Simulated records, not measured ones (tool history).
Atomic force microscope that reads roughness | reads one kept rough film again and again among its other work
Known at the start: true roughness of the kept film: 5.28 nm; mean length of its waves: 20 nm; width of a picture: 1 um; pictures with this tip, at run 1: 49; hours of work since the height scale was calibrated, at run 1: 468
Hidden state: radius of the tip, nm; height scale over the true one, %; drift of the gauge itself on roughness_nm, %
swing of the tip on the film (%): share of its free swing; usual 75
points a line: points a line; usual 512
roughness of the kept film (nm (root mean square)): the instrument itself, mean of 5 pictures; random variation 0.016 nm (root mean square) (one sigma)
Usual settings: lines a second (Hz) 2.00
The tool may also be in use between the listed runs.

run   hour  lines a second (Hz)  swing of the tip on the film (%)  points a line  pictures with this tip  hours of work since the height scale was calibrated  roughness of the kept film (nm (root mean square))
  1    0.0                 2.00                                75            512                      49                                                  468                                               3.944
  2   10.5                 2.00                                75            512                      62                                                  474                                               3.976
      15.2  -- new tip fitted
  3   32.0                 2.00                                75            512                      20                                                  485                                               4.009
  4   47.3                 2.00                                75            512                      39                                                  494                                               3.984
  5   63.6                 2.00                                75            512                      59                                                  503                                               3.979
      70.6  -- new tip fitted
  6   76.4                 2.00                                75            512                       7                                                  510                                               4.006
  7   87.5                 2.00                                75            512                      20                                                  517                                               3.985
  8  100.0                 1.89                                75            512                      36                                                  524                                               3.986
  9  120.8                 1.89                                75            512                      61                                                  536                                               4.040
     126.6  -- new tip fitted
 10  141.3                 1.89                                75            512                      18                                                  547                                               4.022
 11  153.6                 2.00                                67            512                      33                                                  554                                               4.058
 12  176.6                 2.00                                75            512                      61                                                  567                                               3.991
     182.4  -- new tip fitted
 13  186.8                 2.00                                80            512                       5                                                  573                                               3.941
 14  199.2                 2.00                                68            512                      20                                                  580                                               4.043
 15  209.7                 2.00                                68            512                      33                                                  586                                               4.024
 16  220.6                 2.00                                68            512                      46                                                  592                                               4.030
 17  231.1                 2.54                                68            512                      59                                                  598                                               3.979
     237.9  -- new tip fitted
 18  253.5                 2.54                                68            512                      19                                                  610                                               3.992
 19  269.5                 2.54                                68            512                      38                                                  619                                               4.000
 20  289.0                 2.54                                68            512                      62                                                  630                                               4.012
     294.5  -- new tip fitted
 21  305.2                 2.00                                75            531                      13                                                  639                                               3.981
 22  316.5                 2.00                                78            512                      27                                                  646                                               3.936
 23  330.8                 2.00                                78            512                      44                                                  654                                               3.958
 24  343.6                 3.48                                86            512                      60                                                  661                                               3.706
     350.2  -- new tip fitted
 25  359.5                 2.21                                70            512                      12                                                  670                                               4.008
 26  374.4                 2.21                                56            279                      30                                                  678                                               3.952
 27  392.3                 2.00                                61            512                      52                                                  689                                               4.068
     406.7  -- new tip fitted
 28  410.0                 2.00                                61            512                       4                                                  698                                               4.094
 29  425.6                 2.00                                61            512                      23                                                  707                                               4.088
 30  447.0                 2.51                                56            416                      49                                                  719                                               4.072
     462.7  -- new tip fitted
 31  463.2                 0.85                                78            727                       1                                                  728                                               4.085
 32  483.7                 1.82                                76            260                      26                                                  740                                               3.891
 33  503.6                 2.23                                63            944                      50                                                  751                                               4.065
     517.6  -- new tip fitted
 34  518.9                 1.90                                74            357                       1                                                  760                                               3.985
 35  529.5                 0.67                                56            816                      14                                                  766                                               4.151
 36  550.5                 2.40                                82            512                      40                                                  778                                               3.891
 37  565.7                 2.00                                67            277                      58                                                  786                                               3.913
     574.1  -- new tip fitted
 38  587.8                 0.95                                85            403                      16                                                  799                                               4.014
 39  598.7                 0.95                                85            403                      30                                                  805                                               3.992
 40  619.2                 0.63                                85            465                      55                                                  817                                               4.020
     629.9  -- new tip fitted
 41  635.3                 1.10                                65            268                       7                                                  825                                               4.002
 42  654.4                 2.00                                62            569                      30                                                  836                                               4.074
 43  664.4                 2.00                                62            569                      42                                                  842                                               4.089

Forecast each of these 5 alternatives for the next run:
     684.9  -- new tip fitted
  A  684.9                 0.79                                67            367                       0                                                  853                                                   ?
     684.9  -- new tip fitted
  B  684.9                 0.88                                75            512                       0                                                  853                                                   ?
     684.9  -- new tip fitted
  C  684.9                 1.63                                83            425                       0                                                  853                                                   ?
     684.9  -- new tip fitted
  D  684.9                 3.85                                62            569                       0                                                  853                                                   ?
     684.9  -- new tip fitted
  E  684.9                 0.95                                61            488                       0                                                  853                                                   ?

run  roughness of the kept film (nm (root mean square))
  A                                               4.077
  B                                               4.032
  C                                               3.927
  D                                               3.969
  E                                               4.121
Without the tool's hidden state the same runs would have given:
run  roughness of the kept film (nm (root mean square))
  A                                               4.078
  B                                               4.033
  C                                               3.927
  D                                               3.970
  E                                               4.121
